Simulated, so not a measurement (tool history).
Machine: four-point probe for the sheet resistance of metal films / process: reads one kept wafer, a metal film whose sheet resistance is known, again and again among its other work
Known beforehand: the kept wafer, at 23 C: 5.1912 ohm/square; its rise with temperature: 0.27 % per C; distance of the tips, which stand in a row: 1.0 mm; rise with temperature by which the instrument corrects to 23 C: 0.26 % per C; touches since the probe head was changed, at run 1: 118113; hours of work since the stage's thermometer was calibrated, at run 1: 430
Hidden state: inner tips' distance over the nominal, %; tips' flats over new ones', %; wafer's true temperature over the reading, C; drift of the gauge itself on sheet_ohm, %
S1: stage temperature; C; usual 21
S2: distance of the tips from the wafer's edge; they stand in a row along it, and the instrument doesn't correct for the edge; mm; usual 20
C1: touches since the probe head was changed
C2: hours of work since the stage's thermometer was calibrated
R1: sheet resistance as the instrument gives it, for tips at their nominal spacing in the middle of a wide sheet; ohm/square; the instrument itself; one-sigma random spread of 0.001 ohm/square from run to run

run,hour,S1,S2,C1,C2,R1
1,0,21,20,118113,430,5.112084
# hour 6: new probe head fitted
2,71.2,21,20,3207,476,5.189847
3,139.1,21,20,6544,521,5.190801
4,205.8,21,20,9818,566,5.18632
5,271,21,6,13023,609,5.254793
6,352.9,21,20,17047,664,5.181779
7,429.2,21,20,20796,714,5.178941
8,502.1,21,20,24377,763,5.176464
9,575.6,21,20,27988,812,5.17417
10,645.6,21,20,31429,858,5.170795
11,687.6,21,6,33492,886,5.239399
12,761.7,21,57,37133,935,5.162662
13,808.3,32,57,39420,966,5.171848
14,858.2,21,20,41876,1000,5.164469
15,923.6,21,20,45086,1043,5.163664
16,974,21,20,47563,1076,5.160709
17,1027.1,21,20,50174,1112,5.161709
18,1100.3,25,20,53770,1160,5.160089
19,1155.2,22,20,56467,1197,5.155308
20,1237.6,28,20,60515,1252,5.159804
21,1298.7,28,20,63518,1292,5.158324
22,1340.8,28,20,65583,1320,5.155591
23,1403.6,28,20,68673,1362,5.153836
24,1478,20,6,72328,1412,5.214426
25,1514.5,20,38,74120,1436,5.139317
26,1596.8,20,38,78165,1491,5.133714
27,1660.8,20,38,81306,1533,5.133339
28,1736.7,25,16,85039,1584,5.14417
29,1783.4,30,52,87333,1615,5.137904
30,1837.9,31,18,90008,1651,5.143336
31,1902.1,28,20,93164,1694,5.137751
32,1943,28,20,95172,1721,5.134098
33,2024.8,30,13,99191,1775,5.144329
34,2078.2,18,3,101816,1811,5.403298
35,2140.1,19,24,104855,1852,5.119349
36,2221.5,19,20,108854,1906,5.117905
37,2297,33,13,112564,1956,5.136795
38,2358.2,19,20,115571,1997,5.114678
39,2405.5,21,10,117898,2028,5.133348
# hour 2413.6: new probe head fitted
40,2445.4,21,46,1561,2054,5.232636
41,2509.9,21,46,4730,2097,5.227294
42,2579.6,21,46,8154,2143,5.226157
43,2623.3,22,19,10304,2172,5.233577
44,2669.7,20,20,12582,2203,5.227553
45,2709.4,21,17,14532,2230,5.232368

Forecast each of these 3 alternatives for the next run:
A,2758.3,27,10,16934,2262,?
B,2758.3,32,17,16934,2262,?
C,2758.3,28,15,16934,2262,?

run,R1
A,5.252246
B,5.240546
C,5.239653
Had the tool no hidden state, the same runs would have come out as:
run,R1
A,5.221438
B,5.209856
C,5.208924
